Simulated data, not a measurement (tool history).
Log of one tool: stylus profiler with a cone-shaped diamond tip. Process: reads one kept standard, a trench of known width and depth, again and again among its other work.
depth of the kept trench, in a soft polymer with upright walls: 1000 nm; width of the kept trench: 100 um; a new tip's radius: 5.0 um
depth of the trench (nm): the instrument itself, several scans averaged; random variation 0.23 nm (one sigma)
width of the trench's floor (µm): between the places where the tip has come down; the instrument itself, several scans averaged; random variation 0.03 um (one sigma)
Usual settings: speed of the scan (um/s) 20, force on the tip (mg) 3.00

run	hour	speed of the scan (um/s)	force on the tip (mg)	depth of the trench (nm)	width of the trench's floor (µm)
1	0.0	20	3.00	1009.10	93.92
2	57.4	6	3.00	1009.49	93.79
3	143.4	11	3.00	1008.82	93.56
4	188.3	20	3.00	1008.26	93.49
5	247.4	20	3.00	1008.26	93.23
6	305.2	20	3.00	1008.41	93.14
7	372.7	76	3.00	1007.93	92.93
8	448.7	20	8.88	1018.02	92.86
9	517.0	20	8.88	1017.82	92.76
10	595.8	20	8.88	1017.88	92.58
11	660.7	20	3.00	1006.81	92.47
12	737.5	20	3.00	1006.77	92.30
13	776.5	20	5.32	1011.50	92.24
14	821.9	34	5.32	1011.13	92.17
15	864.8	34	5.32	1010.83	92.07
16	950.1	34	5.32	1010.58	91.95
17	1039.5	20	2.44	1004.56	91.76
18	1096.6	20	2.44	1004.66	91.65
19	1193.3	20	1.20	1001.14	91.49
20	1271.8	20	1.20	1000.77	91.30
21	1366.1	20	1.20	999.99	91.16
22	1456.8	10	3.00	1008.79	91.02
23	1503.1	10	3.00	1008.99	90.96
24	1593.1	10	3.00	1008.37	90.84
25	1638.6	24	2.56	1007.30	90.76
26	1717.3	20	2.31	1006.38	90.60
27	1801.7	28	3.55	1008.99	90.55
28	1862.2	10	6.71	1017.36	94.00
29	1942.4	10	6.71	1017.34	93.76
30	2002.1	10	6.71	1017.62	93.76
31	2079.3	72	1.63	1006.83	93.29
32	2167.8	27	1.15	1005.30	93.21
33	2230.1	8	1.95	1007.40	93.12
34	2284.7	10	7.44	1017.49	93.00
35	2352.6	6	7.44	1017.50	92.88
36	2412.0	6	5.62	1013.97	92.80
37	2494.6	20	4.52	1011.89	92.63
38	2540.8	72	1.29	1004.19	92.29
39	2635.5	15	1.52	1004.78	92.26
40	2690.6	11	2.54	1007.62	92.24
41	2738.9	64	4.04	1009.95	92.03
42	2808.1	14	4.04	1009.42	91.99
43	2885.0	14	4.04	1009.28	91.77
44	2981.3	35	3.01	1007.29	91.57
45	3022.2	21	1.72	1004.13	91.49
46	3061.2	75	1.70	1003.71	91.37
47	3141.6	7	2.41	1005.21	91.40

Not shown: 2 entries that the log had between the listed runs. Between which runs, and how does the tool's hidden state differ before and after?
Between runs 21 and 22: height scale calibrated on a step standard (hour 1371.3)
  radius of the tip, um: 10.12 -> 10.45; height scale over the true one, %: -0.5 -> -0.08
  measured less the result without the state, depth of the trench (nm): -5.02 -> -0.81; width of the trench's floor (µm): -2.77 -> -2.92
Between runs 27 and 28: new tip fitted, height scale calibrated (hour 1856.5)
  radius of the tip, um: 11.63 -> 5; height scale over the true one, %: -0.192 -> 0.084
  measured less the result without the state, depth of the trench (nm): -1.94 -> +0.86; width of the trench's floor (µm): -3.44 -> +0.00
